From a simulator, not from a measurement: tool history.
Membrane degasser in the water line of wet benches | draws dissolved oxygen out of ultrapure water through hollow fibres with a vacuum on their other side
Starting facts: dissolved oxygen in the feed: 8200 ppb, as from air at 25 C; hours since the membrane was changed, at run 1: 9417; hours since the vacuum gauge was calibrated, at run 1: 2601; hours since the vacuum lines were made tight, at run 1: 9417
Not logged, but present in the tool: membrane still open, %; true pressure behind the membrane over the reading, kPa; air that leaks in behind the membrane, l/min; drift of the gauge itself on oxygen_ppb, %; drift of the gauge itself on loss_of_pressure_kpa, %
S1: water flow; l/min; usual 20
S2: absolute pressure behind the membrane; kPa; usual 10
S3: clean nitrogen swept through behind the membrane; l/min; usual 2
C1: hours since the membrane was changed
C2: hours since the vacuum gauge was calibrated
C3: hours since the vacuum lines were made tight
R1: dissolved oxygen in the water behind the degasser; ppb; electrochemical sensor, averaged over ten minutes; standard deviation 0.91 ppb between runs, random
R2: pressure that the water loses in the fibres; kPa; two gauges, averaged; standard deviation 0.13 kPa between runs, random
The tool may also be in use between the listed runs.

| run | hour | S1 | S2 | S3 | C1 | C2 | C3 | R1 | R2 |
|---|---|---|---|---|---|---|---|---|---|
| 1 | 0 | 20 | 10 | 2 | 9417 | 2601 | 9417 | 197.7 | 46.42 |
| 2 | 224.2 | 20 | 10 | 2 | 9642 | 2825 | 9642 | 198 | 46.66 |
| 3 | 461.1 | 20 | 10 | 2 | 9879 | 3062 | 9879 | 199.5 | 46.89 |
| 4 | 627.9 | 20 | 10 | 1.77 | 10045 | 3229 | 10045 | 217.6 | 46.38 |
| 5 | 740.4 | 17 | 10 | 2 | 10158 | 3341 | 10158 | 161.4 | 39.57 |
| 6 | 927.1 | 25 | 10 | 2 | 10345 | 3528 | 10345 | 266.8 | 58.51 |
|  | 986.7 | seals of the vacuum lines changed |
| 7 | 1193.3 | 20 | 10 | 2 | 10609 | 3792 | 207 | 198.4 | 46.64 |
| 8 | 1310 | 20 | 21.9 | 2 | 10725 | 3909 | 323 | 462.3 | 46.9 |
| 9 | 1477.9 | 20 | 10 | 2 | 10893 | 4077 | 491 | 198.3 | 46.8 |
| 10 | 1588.7 | 20 | 10 | 2 | 11004 | 4188 | 602 | 197.7 | 46.95 |
| 11 | 1723.7 | 20 | 10 | 2 | 11139 | 4323 | 737 | 199.5 | 46.92 |
| 12 | 1884.5 | 20 | 10 | 2 | 11300 | 4483 | 898 | 199.5 | 46.65 |
| 13 | 2000.1 | 20 | 10 | 0.83 | 11416 | 4599 | 1013 | 387.5 | 46.9 |
| 14 | 2198.8 | 20 | 10 | 2 | 11614 | 4798 | 1212 | 201.4 | 46.67 |
| 15 | 2364.7 | 20 | 10 | 2 | 11780 | 4964 | 1378 | 200.5 | 47.18 |
| 16 | 2549.6 | 20 | 10 | 2 | 11965 | 5149 | 1563 | 200.6 | 47.02 |
| 17 | 2782.2 | 20 | 10 | 2 | 12198 | 5381 | 1796 | 201.6 | 46.93 |
| 18 | 2917 | 29 | 10 | 2.93 | 12332 | 5516 | 1930 | 266.1 | 68.24 |
| 19 | 3187.2 | 28 | 10 | 1.38 | 12603 | 5786 | 2201 | 401.2 | 65.98 |
| 20 | 3424.3 | 22 | 21.2 | 2 | 12840 | 6023 | 2438 | 495.3 | 51.54 |

The next listed run, before its measurement:
| 21 | 3671 | 22 | 21.2 | 2 | 13086 | 6270 | 2684 | ? | ? |

Run 21 came out at R1 496.2 ppb, R2 51.75 kPa.
On a tool with no hidden condition, and with the same random variation, this run would have come out at R1 478.6 ppb, R2 49.65 kPa.
